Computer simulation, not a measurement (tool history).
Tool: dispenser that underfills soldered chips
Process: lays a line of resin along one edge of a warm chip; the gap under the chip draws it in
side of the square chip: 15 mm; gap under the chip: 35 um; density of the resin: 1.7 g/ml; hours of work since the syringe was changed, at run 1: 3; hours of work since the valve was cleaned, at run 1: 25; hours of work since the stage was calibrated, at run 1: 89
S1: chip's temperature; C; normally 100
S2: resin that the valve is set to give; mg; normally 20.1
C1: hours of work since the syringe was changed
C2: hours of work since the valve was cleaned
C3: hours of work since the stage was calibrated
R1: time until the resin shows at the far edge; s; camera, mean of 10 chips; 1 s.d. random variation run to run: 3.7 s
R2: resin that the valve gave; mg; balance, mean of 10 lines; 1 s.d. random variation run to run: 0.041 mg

run  hour   S1    S2  C1  C2   C3      R1     R2
  1     0  100  20.1   3  25   89   455.5  19.66
  2   5.3  100  20.1   6  29   93   601.4   19.6
  3    12  100  21.1  11  33   97   853.5  20.58
     13.5  -- new syringe of resin
  4  19.5  112  21.1   4  38  102   300.5  20.49
  5  23.9  100  20.1   7  41  105   634.5  19.46
       27  -- dispensing valve cleaned and set on the balance
  6  29.1  100  20.1  10   1  108   796.5  20.13
       32  -- new syringe of resin
  7  34.1  105  20.1   1   5  111   319.6  20.12
  8  40.1  105  20.1   5   9  115   442.2     20
  9  47.2  100  20.1  10  13  120   805.4  19.89
     49.4  -- new syringe of resin
 10    54  100  20.1   3  18  124   452.2  19.81
 11  58.4   94  23.6   6  21  127   744.7  23.16
 12  63.7   90  17.6  10  24  131  1250.4  17.24
     67.1  -- new syringe of resin
 13  68.5   86  18.6   1  27  134   747.5  18.17
 14  74.2   90    21   5  31  138   809.4  20.51
 15  78.5  113    23   8  34  140     373  22.34
 16    82  113    23  10  36  143   454.8   22.4
     84.3  -- new syringe of resin
 17    90  112  17.9   4  41  148   297.2  17.33

3 ways to go on from here, each from the tool as it stands after run 17. What would each give?
     92.1  -- dispensing valve cleaned and set on the balance
  A  95.4   94  19.3   7   2  151   ?   ?
     92.1  -- dispensing valve cleaned and set on the balance
  B  95.4  107  20.2   7   2  151   ?   ?
     92.1  -- dispensing valve cleaned and set on the balance
  C  95.4  104  22.4   7   2  151   ?   ?

run     R1     R2
  A  783.7  19.32
  B  445.7  20.24
  C  502.5  22.37
Take away the tool's hidden state, keep each run's random variation, and the runs would have read:
run     R1     R2
  A  475.8  19.29
  B  270.1  20.21
  C  304.4  22.34
